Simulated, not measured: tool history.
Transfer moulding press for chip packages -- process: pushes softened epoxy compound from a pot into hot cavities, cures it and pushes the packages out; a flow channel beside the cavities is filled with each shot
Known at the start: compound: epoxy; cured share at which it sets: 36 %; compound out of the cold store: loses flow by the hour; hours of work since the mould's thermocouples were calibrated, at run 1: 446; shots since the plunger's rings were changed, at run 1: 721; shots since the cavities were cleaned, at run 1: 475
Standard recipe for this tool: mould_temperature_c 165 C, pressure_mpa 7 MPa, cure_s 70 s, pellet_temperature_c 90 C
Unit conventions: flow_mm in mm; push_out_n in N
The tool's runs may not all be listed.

run,day,mould_temperature_c,pressure_mpa,cure_s,pellet_temperature_c,hours of work since the mould's thermocouples were calibrated,shots since the plunger's rings were changed,shots since the cavities were cleaned,incoming compound's hours out of the cold store,flow_mm,push_out_n
1,0,165,7,70,90,446,721,475,47.6,747,374
# day 0.358: cavities cleaned with cleaning compound and waxed
# day 2.229: cavities cleaned with cleaning compound and waxed
2,2.229,165,7,70,83,471,1307,0,25.5,796,384
# day 4.208: cavities cleaned with cleaning compound and waxed
3,5.262,165,7,70,83,505,2135,294,15.7,820,382
# day 6.096: cavities cleaned with cleaning compound and waxed
# day 7.967: cavities cleaned with cleaning compound and waxed
4,8.033,165,7,70,83,536,2872,19,25.5,805,379
# day 9.933: cavities cleaned with cleaning compound and waxed
# day 10.875: mould's thermocouples calibrated
# day 11.975: cavities cleaned with cleaning compound and waxed
5,11.975,165,7,70,83,12,3911,0,21.4,791,405
# day 13.954: cavities cleaned with cleaning compound and waxed
6,15.396,165,7,70,90,51,4848,403,31.7,774,389
# day 16.058: cavities cleaned with cleaning compound and waxed
7,17.483,165,7,70,90,74,5411,397,29.4,791,389
# day 18.046: cavities cleaned with cleaning compound and waxed
# day 19.312: plunger's sealing rings changed
8,19.312,165,7,70,90,93,0,323,44.1,756,380
# day 20.129: cavities cleaned with cleaning compound and waxed
# day 22.254: cavities cleaned with cleaning compound and waxed
9,23.05,165,7,70,90,135,1006,221,9.8,837,379
# day 24.221: cavities cleaned with cleaning compound and waxed
# day 26.079: cavities cleaned with cleaning compound and waxed
10,26.646,165,7,70,90,175,1973,158,37.2,777,384
# day 27.912: cavities cleaned with cleaning compound and waxed
11,29.521,165,7,70,90,208,2756,448,14,817,405
# day 29.867: cavities cleaned with cleaning compound and waxed
# day 31.746: cavities cleaned with cleaning compound and waxed
12,33.421,165,7,70,90,251,3807,466,47.2,749,376
# day 33.675: cavities cleaned with cleaning compound and waxed
# day 35.575: cavities cleaned with cleaning compound and waxed
13,37.038,165,7,70,99,292,4780,407,31.3,778,374
# day 37.621: cavities cleaned with cleaning compound and waxed
14,38.775,165,7.27,55,90,311,5247,322,38.7,770,625
# day 39.5: cavities cleaned with cleaning compound and waxed
15,40.738,165,7.27,55,90,333,5776,344,46.2,763,616
# day 41.25: plunger's sealing rings changed
# day 41.65: cavities cleaned with cleaning compound and waxed
# day 43.638: cavities cleaned with cleaning compound and waxed
16,44.012,165,7.27,55,90,368,735,105,12.8,841,682
# day 45.479: cavities cleaned with cleaning compound and waxed
17,45.8,165,7.05,61,90,388,1215,89,39.2,767,490
# day 47.358: cavities cleaned with cleaning compound and waxed
18,47.688,165,7.05,61,90,409,1723,91,47.1,757,481
# day 49.379: cavities cleaned with cleaning compound and waxed
19,50.354,170,7,92,90,439,2449,272,42.5,746,292
# day 51.321: cavities cleaned with cleaning compound and waxed
20,52.842,163,7,92,90,468,3125,425,22.9,808,309
# day 53.154: cavities cleaned with cleaning compound and waxed
# day 55.138: cavities cleaned with cleaning compound and waxed
21,56.425,163,6.82,92,98,507,4088,360,36.9,760,305
# day 57.046: cavities cleaned with cleaning compound and waxed
22,58.429,165,7,102,97,530,4628,385,19.4,803,306
# day 59.171: cavities cleaned with cleaning compound and waxed
23,60.079,165,7.06,70,97,548,5070,252,13.3,820,381
# day 61.154: cavities cleaned with cleaning compound and waxed
# day 61.825: mould's thermocouples calibrated
24,62.975,165,7,57,90,13,5836,483,41.7,746,572

Each row is a separate what-if for the run after 24, all from the same tool condition, not one after another. Results?
# day 63.421: plunger's sealing rings changed
# day 63.483: cavities cleaned with cleaning compound and waxed
# day 65.583: cavities cleaned with cleaning compound and waxed
A,66.608,165,5.95,57,94,53,853,286,47,?,?
# day 63.421: plunger's sealing rings changed
# day 63.483: cavities cleaned with cleaning compound and waxed
# day 65.583: cavities cleaned with cleaning compound and waxed
B,66.608,168,6.45,54,90,53,853,286,24.5,?,?
# day 63.421: plunger's sealing rings changed
# day 63.483: cavities cleaned with cleaning compound and waxed
# day 65.583: cavities cleaned with cleaning compound and waxed
C,66.608,158,7.56,57,90,53,853,286,27.8,?,?
# day 63.421: plunger's sealing rings changed
# day 63.483: cavities cleaned with cleaning compound and waxed
# day 65.583: cavities cleaned with cleaning compound and waxed
D,66.608,166,7.85,70,90,53,853,286,24.4,?,?

run,flow_mm,push_out_n
A,693,552
B,758,528
C,834,947
D,830,367
Without the tool's hidden state the same runs would have given:
run,flow_mm,push_out_n
A,694,547
B,759,524
C,834,938
D,830,364
